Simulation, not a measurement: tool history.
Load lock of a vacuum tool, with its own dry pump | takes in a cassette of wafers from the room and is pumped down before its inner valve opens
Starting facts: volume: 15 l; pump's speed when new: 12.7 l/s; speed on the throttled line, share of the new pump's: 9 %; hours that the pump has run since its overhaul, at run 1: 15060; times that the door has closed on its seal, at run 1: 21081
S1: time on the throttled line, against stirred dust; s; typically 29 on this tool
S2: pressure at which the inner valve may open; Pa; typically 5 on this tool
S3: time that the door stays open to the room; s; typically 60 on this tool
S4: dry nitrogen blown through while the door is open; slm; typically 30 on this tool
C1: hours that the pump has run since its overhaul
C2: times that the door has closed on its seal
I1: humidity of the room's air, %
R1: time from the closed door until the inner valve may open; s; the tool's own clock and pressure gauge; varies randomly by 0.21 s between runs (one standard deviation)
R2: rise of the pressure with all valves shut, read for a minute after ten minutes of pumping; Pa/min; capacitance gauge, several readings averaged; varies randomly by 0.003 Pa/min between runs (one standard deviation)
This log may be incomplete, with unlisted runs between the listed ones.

{"run": 1, "hour": 0.0, "S1": 29, "S2": 5, "S3": 60, "S4": 30, "C1": 15060, "C2": 21081, "I1": 44.4, "R1": 38.4, "R2": 0.027}
{"run": 2, "hour": 246.0, "S1": 27, "S2": 5, "S3": 60, "S4": 30, "C1": 15306, "C2": 21989, "I1": 42.6, "R1": 36.6, "R2": 0.029}
{"run": 3, "hour": 427.9, "S1": 27, "S2": 5, "S3": 60, "S4": 30, "C1": 15488, "C2": 22660, "I1": 46.1, "R1": 36.3, "R2": 0.032}
{"run": 4, "hour": 640.9, "S1": 27, "S2": 5, "S3": 60, "S4": 30, "C1": 15701, "C2": 23446, "I1": 42.9, "R1": 36.7, "R2": 0.028}
{"run": 5, "hour": 1018.6, "S1": 48, "S2": 5, "S3": 60, "S4": 30, "C1": 16079, "C2": 24839, "I1": 44.0, "R1": 55.2, "R2": 0.024}
{"run": 6, "hour": 1283.8, "S1": 29, "S2": 5, "S3": 60, "S4": 30, "C1": 16344, "C2": 25818, "I1": 42.5, "R1": 38.7, "R2": 0.03}
{"run": 7, "hour": 1471.3, "S1": 29, "S2": 5, "S3": 60, "S4": 30, "C1": 16532, "C2": 26509, "I1": 44.8, "R1": 38.5, "R2": 0.025}
{"run": 8, "hour": 1693.4, "S1": 29, "S2": 5, "S3": 60, "S4": 30, "C1": 16754, "C2": 27329, "I1": 43.5, "R1": 38.3, "R2": 0.026}
{"run": 9, "hour": 2121.9, "S1": 29, "S2": 5, "S3": 60, "S4": 30, "C1": 17182, "C2": 28909, "I1": 46.4, "R1": 38.6, "R2": 0.028}
{"run": 10, "hour": 2523.8, "S1": 29, "S2": 5, "S3": 194, "S4": 30, "C1": 17584, "C2": 30392, "I1": 42.5, "R1": 38.2, "R2": 0.051}
{"run": 11, "hour": 2859.2, "S1": 53, "S2": 7, "S3": 173, "S4": 20, "C1": 17920, "C2": 31629, "I1": 42.7, "R1": 59.9, "R2": 0.063}
{"run": 12, "hour": 3228.6, "S1": 15, "S2": 6, "S3": 173, "S4": 20, "C1": 18289, "C2": 32992, "I1": 45.0, "R1": 25.2, "R2": 0.06}
{"run": 13, "hour": 3456.2, "S1": 15, "S2": 6, "S3": 173, "S4": 20, "C1": 18517, "C2": 33832, "I1": 45.0, "R1": 25.2, "R2": 0.07}
{"run": 14, "hour": 3749.8, "S1": 41, "S2": 5, "S3": 169, "S4": 25, "C1": 18810, "C2": 34915, "I1": 42.4, "R1": 49.2, "R2": 0.048}
{"hour": 3944.6, "done": "dry pump taken out, an overhauled one fitted"}
{"run": 15, "hour": 3986.7, "S1": 24, "S2": 6, "S3": 169, "S4": 25, "C1": 42, "C2": 35767, "I1": 43.3, "R1": 33.7, "R2": 0.05}
{"run": 16, "hour": 4396.6, "S1": 28, "S2": 5, "S3": 30, "S4": 35, "C1": 452, "C2": 37279, "I1": 46.3, "R1": 37.0, "R2": 0.019}
{"run": 17, "hour": 4634.3, "S1": 53, "S2": 6, "S3": 55, "S4": 4, "C1": 690, "C2": 38156, "I1": 44.4, "R1": 60.1, "R2": 0.07}
{"run": 18, "hour": 4887.2, "S1": 54, "S2": 6, "S3": 60, "S4": 24, "C1": 943, "C2": 39089, "I1": 46.4, "R1": 60.6, "R2": 0.036}

Entry by entry between the runs, the difference in hidden state between the last listed run before and the first listed run after:
In the gap between runs 14 and 15: dry pump taken out, an overhauled one fitted (hour 3944.6)
  pump's speed, % of a new pump's: 99.9 -> 100
